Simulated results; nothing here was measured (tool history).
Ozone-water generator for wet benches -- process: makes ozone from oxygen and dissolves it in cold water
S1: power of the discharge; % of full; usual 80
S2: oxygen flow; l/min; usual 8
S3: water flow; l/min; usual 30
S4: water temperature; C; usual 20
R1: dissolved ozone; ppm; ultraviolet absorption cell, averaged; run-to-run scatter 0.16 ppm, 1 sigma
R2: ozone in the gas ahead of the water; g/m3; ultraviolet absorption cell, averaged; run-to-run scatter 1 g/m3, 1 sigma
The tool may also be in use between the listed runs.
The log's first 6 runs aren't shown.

run,hour,S1,S2,S3,S4,R1,R2
7,437.4,80,8,30,23,19.4,178.6
8,517.5,80,8,30,20,20.5,178.9
9,593,80,8,30,20,20.5,179.5
10,636.5,80,8,30,17,21.6,180.3
11,686.8,80,8,30,17,21.2,181.5
12,728.5,80,8,24,20,23.5,179.6
13,798.6,80,8,24,20,23.9,180.6
14,867,80,8,24,20,23.8,181.3
15,944.7,52,8,24,20,16.5,127.5
16,995.7,52,8,24,20,16.3,126
# hour 1026: gauge calibrated
17,1067.2,59,4.39,30,20,15.1,187.2
18,1136.2,85,4.94,30,20,20.5,242.1
19,1175.9,45,8,30,13,13.9,109.7
20,1232.5,80,8.18,30,24,19.3,175.9
21,1293.4,80,8.18,30,21,20.1,175.8
22,1336,85,8.64,30,17,22.4,179.6
23,1392.4,47,8.67,33,26,10.8,108.2
24,1465.7,92,7.79,32,19,22.4,203.9
25,1551.8,92,7.79,32,19,22,205.7
26,1592.9,92,7.79,32,19,22.1,206.2

Estimate the outcome of run 27 from the log above:
27,1634.7,92,7.79,32,19,?,?

Logged for run 27: R1 21.9 ppm, R2 203.7 g/m3.
Were there no unlogged condition in the tool, this run, its random variation unchanged, would have produced R1 21.9 ppm, R2 200.3 g/m3.

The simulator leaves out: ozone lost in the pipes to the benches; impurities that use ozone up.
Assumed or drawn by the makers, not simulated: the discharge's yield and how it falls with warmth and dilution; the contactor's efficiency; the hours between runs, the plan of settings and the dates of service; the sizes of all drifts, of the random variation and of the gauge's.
